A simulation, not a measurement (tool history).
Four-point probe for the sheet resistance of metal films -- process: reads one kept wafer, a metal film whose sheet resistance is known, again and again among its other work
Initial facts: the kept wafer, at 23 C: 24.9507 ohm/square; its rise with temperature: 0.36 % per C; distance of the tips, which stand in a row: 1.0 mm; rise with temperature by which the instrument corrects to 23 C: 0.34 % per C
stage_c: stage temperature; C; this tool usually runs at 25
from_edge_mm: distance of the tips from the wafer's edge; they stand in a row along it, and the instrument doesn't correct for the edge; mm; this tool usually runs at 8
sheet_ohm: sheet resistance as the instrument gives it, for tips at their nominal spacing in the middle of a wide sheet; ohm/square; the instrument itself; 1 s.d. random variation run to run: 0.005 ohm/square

| run | hour | stage_c | from_edge_mm | sheet_ohm |
|---|---|---|---|---|
| 1 | 0.0 | 25 | 8 | 25.346697 |
| 2 | 96.4 | 25 | 8 | 25.358390 |
| 3 | 166.3 | 29 | 8 | 25.366301 |
| 4 | 241.5 | 21 | 8 | 25.333913 |
| 5 | 328.1 | 26 | 8 | 25.358840 |
| 6 | 419.5 | 26 | 8 | 25.358581 |
| 7 | 483.2 | 26 | 8 | 25.362202 |
| 8 | 537.9 | 25 | 8 | 25.367990 |
| 9 | 577.4 | 25 | 8 | 25.364725 |
| 10 | 672.9 | 25 | 8 | 25.363464 |
| 11 | 747.4 | 25 | 8 | 25.359910 |
| 12 | 810.8 | 25 | 8 | 25.356983 |
| 13 | 875.0 | 25 | 8 | 25.366959 |
| 14 | 938.8 | 25 | 8 | 25.362377 |
| 15 | 1026.5 | 25 | 8 | 25.360351 |
|  | 1069.9 | new probe head fitted |
| 16 | 1118.5 | 25 | 8 | 25.102743 |
| 17 | 1173.9 | 25 | 20 | 24.929610 |
| 18 | 1229.3 | 25 | 20 | 24.943910 |
| 19 | 1272.4 | 35 | 8 | 25.157674 |
| 20 | 1333.0 | 35 | 8 | 25.151712 |
| 21 | 1394.2 | 35 | 8 | 25.169263 |
| 22 | 1485.8 | 25 | 10 | 25.046579 |
| 23 | 1526.2 | 25 | 10 | 25.045080 |
| 24 | 1596.2 | 22 | 8 | 25.107501 |
| 25 | 1647.9 | 33 | 6 | 25.323064 |
| 26 | 1713.4 | 33 | 6 | 25.322376 |
| 27 | 1800.8 | 30 | 14 | 25.013273 |
| 28 | 1894.3 | 31 | 10 | 25.080673 |
| 29 | 1965.4 | 19 | 49 | 24.904184 |
| 30 | 2057.7 | 32 | 8 | 25.165254 |
| 31 | 2106.9 | 28 | 29 | 24.950011 |
| 32 | 2181.2 | 34 | 4 | 25.781951 |
| 33 | 2221.8 | 22 | 20 | 24.950342 |
| 34 | 2287.5 | 25 | 20 | 24.967801 |
| 35 | 2365.6 | 24 | 3 | 26.331631 |
| 36 | 2412.1 | 33 | 4 | 25.778616 |
| 37 | 2486.3 | 25 | 19 | 24.975923 |
| 38 | 2528.2 | 30 | 7 | 25.225876 |
|  | 2586.1 | stage's thermometer calibrated |
| 39 | 2596.6 | 30 | 7 | 25.289241 |
| 40 | 2671.8 | 30 | 7 | 25.304595 |
| 41 | 2763.2 | 29 | 7 | 25.302764 |
| 42 | 2808.8 | 24 | 67 | 25.007134 |
| 43 | 2859.9 | 28 | 8 | 25.231165 |
| 44 | 2942.6 | 28 | 8 | 25.239040 |
| 45 | 2993.1 | 23 | 9 | 25.171553 |

How would selected steps in sheet_ohm from run to run divide? Give the signed amount a tool lacking its hidden state would still show from settings, what came in and random variation, and the signed amount left for the hidden state, including any gauge scatter that is not in both of the compared results.
What the log doesn't record here: inner tips' distance over the nominal, %; tips' flats over new ones', %; wafer's true temperature over the reading, C; drift of the gauge itself on sheet_ohm, %.
Run 15 -> 16: new probe head fitted. sheet_ohm -0.257608 ohm/square: hidden state -0.258012, all else +0.000404.
Run 29 -> 30: stage_c 19 -> 32, from_edge_mm 49 -> 8. sheet_ohm +0.261070 ohm/square: hidden state +0.004118, all else +0.256952.
Run 31 -> 32: stage_c 28 -> 34, from_edge_mm 29 -> 4. sheet_ohm +0.831940 ohm/square: hidden state +0.001817, all else +0.830123.
Run 32 -> 33: stage_c 34 -> 22, from_edge_mm 4 -> 20. sheet_ohm -0.831609 ohm/square: hidden state +0.000020, all else -0.831629.
Run 34 -> 35: stage_c 25 -> 24, from_edge_mm 20 -> 3. sheet_ohm +1.363830 ohm/square: hidden state -0.000041, all else +1.363871.
Run 38 -> 39: stage's thermometer calibrated. sheet_ohm +0.063365 ohm/square: hidden state +0.065622, all else -0.002257.
